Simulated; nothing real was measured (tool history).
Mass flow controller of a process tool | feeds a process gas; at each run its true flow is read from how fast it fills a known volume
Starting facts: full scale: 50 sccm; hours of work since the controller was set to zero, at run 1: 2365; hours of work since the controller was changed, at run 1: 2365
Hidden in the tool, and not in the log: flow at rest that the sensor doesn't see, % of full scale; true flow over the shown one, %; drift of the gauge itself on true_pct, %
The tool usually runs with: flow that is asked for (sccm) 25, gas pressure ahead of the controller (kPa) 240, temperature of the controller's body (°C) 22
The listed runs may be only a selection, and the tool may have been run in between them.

run      day  flow that is asked for (sccm)  gas pressure ahead of the controller (kPa)  temperature of the controller's body (°C)  hours of work since the controller was set to zero  hours of work since the controller was changed  true flow (%)
  1    0.000                             25                                         240                                         22                                                2365                                            2365          98.64
  2    3.012                              5                                         240                                         22                                                2406                                            2406          95.88
  3    5.467                              5                                         240                                         22                                                2440                                            2440          95.98
  4    7.462                              5                                         240                                         22                                                2468                                            2468          95.88
  5    9.200                             25                                         240                                         22                                                2492                                            2492          98.65
  6   11.704                             25                                         240                                         22                                                2527                                            2527          98.50
  7   14.700                             25                                         240                                         22                                                2568                                            2568          98.54
  8   16.467                             25                                         240                                         22                                                2592                                            2592          98.38
  9   19.562                             25                                         240                                         22                                                2635                                            2635          98.38
 10   21.158                             25                                         258                                         22                                                2657                                            2657          98.56
 11   24.262                             25                                         258                                         22                                                2700                                            2700          98.32
 12   27.208                             25                                         240                                         27                                                2741                                            2741          98.21
 13   29.500                             25                                         231                                         22                                                2773                                            2773          98.16
 14   32.546                             25                                         264                                         22                                                2815                                            2815          98.53
 15   34.538                             25                                         264                                         22                                                2842                                            2842          98.36
 16   37.950                             25                                         264                                         22                                                2889                                            2889          98.50
 17   40.792                             25                                         240                                         22                                                2929                                            2929          98.19
 18   43.804                             25                                         240                                         22                                                2970                                            2970          98.20
 19   45.796                             25                                         240                                         22                                                2998                                            2998          98.25
 20   48.250                             25                                         240                                         22                                                3032                                            3032          98.41
 21   51.304                             25                                         240                                         22                                                3074                                            3074          98.00
 22   54.192                             25                                         240                                         22                                                3114                                            3114          98.17
 23   56.300                             10                                         240                                         22                                                3143                                            3143          96.85
 24   58.075                             11                                         166                                         24                                                3168                                            3168          96.51
 25   60.871                             11                                         166                                         24                                                3206                                            3206          96.62
 26   62.862                              9                                         162                                         25                                                3234                                            3234          96.09
 27   65.662                              9                                         162                                         25                                                3273                                            3273          95.96
 28   68.933                              9                                         162                                         25                                                3318                                            3318          95.95
 29   71.242                              6                                         205                                         28                                                3350                                            3350          94.85
      71.442  -- controller's zero set anew
 30   74.192                             25                                         201                                         22                                                  38                                            3390          97.78
 31   77.321                             27                                         196                                         22                                                  81                                            3434          97.74
 32   79.275                             27                                         196                                         22                                                 108                                            3461          97.83
 33   81.433                              8                                         240                                         22                                                 138                                            3491          95.66
      83.054  -- controller's zero set anew, once more
 34   84.712                             34                                         240                                         30                                                  23                                            3536          98.49
 35   86.579                              7                                         218                                         30                                                  49                                            3561          97.52
 36   89.058                              7                                         276                                         29                                                  83                                            3596          97.77
 37   92.046                             42                                         240                                         37                                                 124                                            3637          98.22
 38   93.721                             42                                         240                                         37                                                 148                                            3660          98.37
 39   95.300                             42                                         240                                         37                                                 169                                            3682          98.22
 40   98.700                             42                                         240                                         37                                                 216                                            3729          98.26
 41  101.396                              8                                         173                                         34                                                 254                                            3766          97.03
 42  104.321                              8                                         173                                         34                                                 294                                            3807          96.98
 43  106.404                              5                                         250                                         39                                                 323                                            3836          96.71
 44  108.025                             10                                         240                                         37                                                 345                                            3858          97.32
 45  110.254                             10                                         240                                         37                                                 376                                            3889          97.18

Below, some changes in true flow (%) between adjacent runs. For each, the amount present without the hidden state too (settings, incoming material, random variation) and the amount remaining for the hidden state with gauge scatter not shared by both compared results:
Run 4 -> 5: flow that is asked for (sccm) 5 -> 25. true flow (%) +2.77: hidden state +2.09, all else +0.68.
Run 29 -> 30: flow that is asked for (sccm) 6 -> 25, gas pressure ahead of the controller (kPa) 205 -> 201, temperature of the controller's body (°C) 28 -> 22, controller's zero set anew. true flow (%) +2.93: hidden state +2.15, all else +0.78.
Run 33 -> 34: flow that is asked for (sccm) 8 -> 34, temperature of the controller's body (°C) 22 -> 30, controller's zero set anew, once more. true flow (%) +2.83: hidden state +2.51, all else +0.32.

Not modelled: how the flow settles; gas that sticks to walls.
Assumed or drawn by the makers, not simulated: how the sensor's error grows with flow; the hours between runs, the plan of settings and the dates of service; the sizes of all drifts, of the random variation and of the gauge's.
